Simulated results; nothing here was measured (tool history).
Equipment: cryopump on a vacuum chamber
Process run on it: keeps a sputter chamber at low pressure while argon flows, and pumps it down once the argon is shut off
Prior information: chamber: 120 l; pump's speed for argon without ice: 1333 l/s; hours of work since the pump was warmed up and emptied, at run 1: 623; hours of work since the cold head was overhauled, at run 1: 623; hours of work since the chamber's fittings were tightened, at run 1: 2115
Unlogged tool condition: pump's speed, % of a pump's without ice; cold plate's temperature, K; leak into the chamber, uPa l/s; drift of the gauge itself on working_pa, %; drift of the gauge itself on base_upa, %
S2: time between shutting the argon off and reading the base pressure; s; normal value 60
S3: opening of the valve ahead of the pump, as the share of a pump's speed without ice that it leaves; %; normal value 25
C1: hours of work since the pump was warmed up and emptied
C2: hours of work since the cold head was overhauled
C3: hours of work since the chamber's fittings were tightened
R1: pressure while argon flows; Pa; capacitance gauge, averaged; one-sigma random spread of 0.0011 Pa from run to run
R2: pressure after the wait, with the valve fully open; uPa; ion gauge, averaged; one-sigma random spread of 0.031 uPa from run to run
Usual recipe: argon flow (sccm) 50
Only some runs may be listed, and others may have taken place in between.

{"run": 1, "hour": 0.0, "argon flow (sccm)": 50, "S2": 60, "S3": 25, "C1": 623, "C2": 623, "C3": 2115, "R1": 0.2753, "R2": 4.15}
{"run": 2, "hour": 43.4, "argon flow (sccm)": 50, "S2": 60, "S3": 25, "C1": 645, "C2": 645, "C3": 2138, "R1": 0.2738, "R2": 4.22}
{"run": 3, "hour": 64.7, "argon flow (sccm)": 50, "S2": 60, "S3": 25, "C1": 656, "C2": 656, "C3": 2149, "R1": 0.2754, "R2": 4.15}
{"run": 4, "hour": 96.0, "argon flow (sccm)": 50, "S2": 60, "S3": 22, "C1": 672, "C2": 672, "C3": 2165, "R1": 0.309, "R2": 4.22}
{"run": 5, "hour": 125.7, "argon flow (sccm)": 50, "S2": 77, "S3": 22, "C1": 687, "C2": 687, "C3": 2180, "R1": 0.312, "R2": 3.96}
{"run": 6, "hour": 162.1, "argon flow (sccm)": 50, "S2": 60, "S3": 25, "C1": 705, "C2": 705, "C3": 2198, "R1": 0.2788, "R2": 4.22}
{"run": 7, "hour": 190.1, "argon flow (sccm)": 50, "S2": 60, "S3": 25, "C1": 720, "C2": 720, "C3": 2213, "R1": 0.2778, "R2": 4.38}
{"run": 8, "hour": 212.2, "argon flow (sccm)": 50, "S2": 60, "S3": 25, "C1": 731, "C2": 731, "C3": 2224, "R1": 0.2782, "R2": 4.36}
{"hour": 245.6, "done": "pump warmed up, emptied and cooled again"}
{"run": 9, "hour": 267.8, "argon flow (sccm)": 63, "S2": 213, "S3": 39, "C1": 11, "C2": 757, "C3": 2250, "R1": 0.2075, "R2": 2.52}
{"run": 10, "hour": 289.4, "argon flow (sccm)": 35, "S2": 26, "S3": 16, "C1": 22, "C2": 768, "C3": 2261, "R1": 0.2785, "R2": 5.44}
{"run": 11, "hour": 332.5, "argon flow (sccm)": 47, "S2": 104, "S3": 20, "C1": 44, "C2": 790, "C3": 2283, "R1": 0.2983, "R2": 2.99}
{"run": 12, "hour": 353.6, "argon flow (sccm)": 47, "S2": 104, "S3": 20, "C1": 55, "C2": 801, "C3": 2294, "R1": 0.2974, "R2": 3.16}
{"run": 13, "hour": 376.4, "argon flow (sccm)": 53, "S2": 79, "S3": 16, "C1": 67, "C2": 812, "C3": 2305, "R1": 0.4225, "R2": 3.34}
{"run": 14, "hour": 423.6, "argon flow (sccm)": 53, "S2": 79, "S3": 16, "C1": 91, "C2": 837, "C3": 2329, "R1": 0.4214, "R2": 3.39}
{"run": 15, "hour": 467.8, "argon flow (sccm)": 63, "S2": 60, "S3": 25, "C1": 114, "C2": 859, "C3": 2352, "R1": 0.3243, "R2": 3.8}

Branching from run 15: 5 alternative next runs. What would each branch give?
{"run": "A", "hour": 515.8, "argon flow (sccm)": 45, "S2": 60, "S3": 30, "C1": 138, "C2": 884, "C3": 2377, "R1": "?", "R2": "?"}
{"run": "B", "hour": 515.8, "argon flow (sccm)": 50, "S2": 170, "S3": 25, "C1": 138, "C2": 884, "C3": 2377, "R1": "?", "R2": "?"}
{"run": "C", "hour": 515.8, "argon flow (sccm)": 71, "S2": 60, "S3": 25, "C1": 138, "C2": 884, "C3": 2377, "R1": "?", "R2": "?"}
{"run": "D", "hour": 515.8, "argon flow (sccm)": 37, "S2": 200, "S3": 19, "C1": 138, "C2": 884, "C3": 2377, "R1": "?", "R2": "?"}
{"run": "E", "hour": 515.8, "argon flow (sccm)": 50, "S2": 60, "S3": 33, "C1": 138, "C2": 884, "C3": 2377, "R1": "?", "R2": "?"}

run=A R1=0.1932 R2=3.86
run=B R1=0.2559 R2=2.98
run=C R1=0.3639 R2=3.77
run=D R1=0.2495 R2=2.82
run=E R1=0.1953 R2=3.75
With the hidden condition removed and each run's random variation left untouched, the same runs would have given:
run=A R1=0.1897 R2=1.63
run=B R1=0.252 R2=0.73
run=C R1=0.3584 R2=1.57
run=D R1=0.2466 R2=0.64
run=E R1=0.1914 R2=1.58

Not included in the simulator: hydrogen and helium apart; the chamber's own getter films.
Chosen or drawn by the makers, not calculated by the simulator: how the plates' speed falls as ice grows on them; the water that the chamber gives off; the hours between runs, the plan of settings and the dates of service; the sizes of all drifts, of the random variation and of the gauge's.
